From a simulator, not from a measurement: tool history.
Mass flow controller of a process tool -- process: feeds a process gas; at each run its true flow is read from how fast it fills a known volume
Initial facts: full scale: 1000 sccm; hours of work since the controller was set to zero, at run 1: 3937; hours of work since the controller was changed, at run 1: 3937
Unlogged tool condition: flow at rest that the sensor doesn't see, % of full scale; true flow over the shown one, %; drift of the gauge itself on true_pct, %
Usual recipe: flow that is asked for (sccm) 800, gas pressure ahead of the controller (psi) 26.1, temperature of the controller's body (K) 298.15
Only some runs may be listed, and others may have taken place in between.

| run | hour | flow that is asked for (sccm) | gas pressure ahead of the controller (psi) | temperature of the controller's body (K) | hours of work since the controller was set to zero | hours of work since the controller was changed | true flow (%) |
|---|---|---|---|---|---|---|---|
| 1 | 0.0 | 800 | 26.1 | 298.15 | 3937 | 3937 | 97.95 |
|  | 181.1 | controller's zero set anew |
| 2 | 181.1 | 800 | 26.1 | 298.15 | 0 | 4066 | 98.87 |
| 3 | 300.5 | 800 | 26.1 | 298.15 | 85 | 4150 | 98.96 |
| 4 | 446.4 | 800 | 26.1 | 298.15 | 189 | 4254 | 98.79 |
| 5 | 591.4 | 800 | 26.1 | 298.15 | 292 | 4357 | 99.00 |
| 6 | 739.3 | 800 | 26.1 | 298.15 | 397 | 4462 | 98.78 |
| 7 | 917.8 | 800 | 26.1 | 298.15 | 524 | 4589 | 98.80 |
| 8 | 1092.8 | 800 | 22.6 | 298.15 | 648 | 4714 | 98.82 |
| 9 | 1219.0 | 800 | 34.8 | 298.15 | 738 | 4804 | 98.13 |
| 10 | 1398.4 | 139 | 26.1 | 298.15 | 866 | 4931 | 96.30 |
| 11 | 1520.1 | 139 | 26.1 | 298.15 | 952 | 5018 | 96.37 |
| 12 | 1633.7 | 139 | 26.1 | 298.15 | 1033 | 5099 | 96.21 |
| 13 | 1761.2 | 800 | 26.1 | 298.15 | 1124 | 5189 | 98.43 |
| 14 | 1871.4 | 800 | 26.1 | 298.15 | 1202 | 5268 | 98.43 |
| 15 | 2008.5 | 294 | 24.7 | 294.15 | 1299 | 5365 | 97.67 |
| 16 | 2185.2 | 294 | 24.7 | 294.15 | 1425 | 5491 | 97.50 |
| 17 | 2315.1 | 800 | 26.1 | 306.15 | 1517 | 5583 | 97.40 |
| 18 | 2465.1 | 338 | 26.1 | 296.15 | 1624 | 5690 | 97.17 |
| 19 | 2603.8 | 116 | 26.1 | 298.15 | 1723 | 5788 | 94.47 |
| 20 | 2700.9 | 227 | 37.0 | 298.15 | 1792 | 5857 | 95.66 |
| 21 | 2824.7 | 227 | 37.0 | 298.15 | 1880 | 5945 | 95.48 |
| 22 | 2970.2 | 227 | 29.9 | 311.15 | 1983 | 6049 | 94.20 |
| 23 | 3145.5 | 227 | 29.9 | 311.15 | 2108 | 6174 | 94.09 |
| 24 | 3245.6 | 227 | 29.9 | 311.15 | 2179 | 6245 | 94.01 |
| 25 | 3370.3 | 752 | 26.1 | 294.15 | 2268 | 6333 | 98.34 |
|  | 3493.0 | controller exchanged for a calibrated one |
| 26 | 3538.8 | 542 | 31.2 | 298.15 | 33 | 33 | 99.12 |

3 ways to go on from here, each from the tool as it stands after run 26. What would each give?
| A | 3612.2 | 827 | 27.8 | 304.15 | 85 | 85 | ? |
| B | 3612.2 | 800 | 25.7 | 302.15 | 85 | 85 | ? |
| C | 3612.2 | 542 | 33.1 | 298.15 | 85 | 85 | ? |

| run | true flow (%) |
|---|---|
| A | 99.21 |
| B | 99.39 |
| C | 99.06 |
Take away the tool's hidden state, keep each run's random variation, and the runs would have read:
| run | true flow (%) |
|---|---|
| A | 99.25 |
| B | 99.43 |
| C | 99.14 |
